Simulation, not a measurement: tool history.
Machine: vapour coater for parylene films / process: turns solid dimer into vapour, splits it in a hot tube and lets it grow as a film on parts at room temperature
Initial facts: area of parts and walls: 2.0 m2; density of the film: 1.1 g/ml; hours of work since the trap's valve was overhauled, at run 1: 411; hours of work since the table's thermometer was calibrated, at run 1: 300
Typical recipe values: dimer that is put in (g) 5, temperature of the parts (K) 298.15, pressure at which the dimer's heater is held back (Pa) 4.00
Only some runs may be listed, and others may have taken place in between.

run,hour,dimer that is put in (g),temperature of the parts (K),pressure at which the dimer's heater is held back (Pa),hours of work since the trap's valve was overhauled,hours of work since the table's thermometer was calibrated,thickness of the film (nm)
1,0.0,5,298.15,4.00,411,300,1179
2,52.2,5,298.15,4.00,434,323,1151
3,94.9,5,298.15,4.00,452,342,1138
# hour 156.7: trap's valve overhauled
4,158.0,5,298.15,4.00,1,368,1269
5,194.5,5,298.15,4.00,17,384,1288
6,242.8,5,298.15,4.00,38,405,1273
7,275.5,5,298.15,4.00,52,419,1278
8,303.3,5,298.15,4.00,64,431,1268
9,335.4,5,298.15,4.00,78,445,1266
10,362.4,5,298.15,2.90,90,457,1282
11,409.7,4,298.15,4.00,111,478,980
12,471.0,4,298.15,4.00,137,504,984
13,512.5,4,298.15,4.00,156,523,987
14,544.4,4,298.15,4.95,170,537,971
15,595.9,4,298.15,4.95,192,559,947
16,624.8,5,296.15,8.34,205,572,1182
17,655.2,4,298.15,4.00,218,585,965
18,717.6,6,298.15,10.98,245,612,1303
19,770.9,7,298.15,10.98,269,636,1507

Predict each of these 4 candidate next runs independently; none follows another, all start after run 19:
A,798.0,2,290.15,4.00,280,648,?
B,798.0,2,294.15,11.55,280,648,?
C,798.0,7,297.15,10.98,280,648,?
D,798.0,5,290.15,4.00,280,648,?

run,thickness of the film (nm)
A,547
B,464
C,1544
D,1387
The same runs, with their run-to-run variation unchanged, on a tool lacking any hidden condition would have given:
run,thickness of the film (nm)
A,596
B,505
C,1680
D,1510
